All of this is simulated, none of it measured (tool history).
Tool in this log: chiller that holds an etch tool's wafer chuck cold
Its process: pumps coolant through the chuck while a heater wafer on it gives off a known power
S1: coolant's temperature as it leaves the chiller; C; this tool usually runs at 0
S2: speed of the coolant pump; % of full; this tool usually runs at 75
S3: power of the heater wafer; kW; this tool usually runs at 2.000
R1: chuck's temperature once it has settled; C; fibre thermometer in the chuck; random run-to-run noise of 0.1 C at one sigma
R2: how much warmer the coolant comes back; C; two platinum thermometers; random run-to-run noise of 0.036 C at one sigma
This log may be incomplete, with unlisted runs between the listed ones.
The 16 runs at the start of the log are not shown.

run 17 day=77.821 | S1=2 S2=75 S3=2.705 | R1=32.6 R2=8.78
run 18 day=84.854 | S1=2 S2=75 S3=2.705 | R1=32.6 R2=8.75
run 19 day=88.200 | S1=0 S2=69 S3=1.194 | R1=14.2 R2=4.20
run 20 day=91.350 | S1=7 S2=90 S3=2.322 | R1=30.6 R2=6.33
run 21 day=97.417 | S1=7 S2=90 S3=1.800 | R1=25.2 R2=4.87
run 22 day=103.242 | S1=5 S2=84 S3=2.242 | R1=28.7 R2=6.48
run 23 day=108.808 | S1=-6 S2=64 S3=1.199 | R1=9.1 R2=4.56
run 24 day=113.225 | S1=-6 S2=64 S3=1.199 | R1=9.0 R2=4.58
run 25 day=117.092 | S1=-5 S2=66 S3=1.829 | R1=17.3 R2=6.76
run 26 day=121.483 | S1=0 S2=66 S3=1.431 | R1=17.5 R2=5.30
-- day=125.967 chiller's thermometer calibrated
run 27 day=128.112 | S1=-8 S2=66 S3=2.000 | R1=16.5 R2=7.43
run 28 day=135.592 | S1=0 S2=63 S3=2.000 | R1=25.2 R2=7.72
run 29 day=139.321 | S1=-9 S2=77 S3=1.357 | R1=6.1 R2=4.25
run 30 day=144.558 | S1=0 S2=85 S3=1.161 | R1=12.2 R2=3.32
run 31 day=149.529 | S1=0 S2=85 S3=1.161 | R1=12.0 R2=3.35
run 32 day=154.108 | S1=0 S2=85 S3=1.161 | R1=12.1 R2=3.34
run 33 day=158.967 | S1=0 S2=92 S3=1.778 | R1=17.8 R2=4.70

Predict each of these 3 candidate next runs independently; none follows another, all start after run 33:
run A day=164.579 | S1=-2 S2=93 S3=2.292 | R1=? R2=?
run B day=164.579 | S1=0 S2=89 S3=1.778 | R1=? R2=?
run C day=164.579 | S1=0 S2=60 S3=2.896 | R1=? R2=?

run=A R1=20.8 R2=6.09
run=B R1=18.1 R2=4.89
run=C R1=37.8 R2=11.68
Stripped of hidden state, with their random variation kept, the same runs would have yielded:
run=A R1=20.8 R2=6.09
run=B R1=18.1 R2=4.89
run=C R1=37.7 R2=11.67

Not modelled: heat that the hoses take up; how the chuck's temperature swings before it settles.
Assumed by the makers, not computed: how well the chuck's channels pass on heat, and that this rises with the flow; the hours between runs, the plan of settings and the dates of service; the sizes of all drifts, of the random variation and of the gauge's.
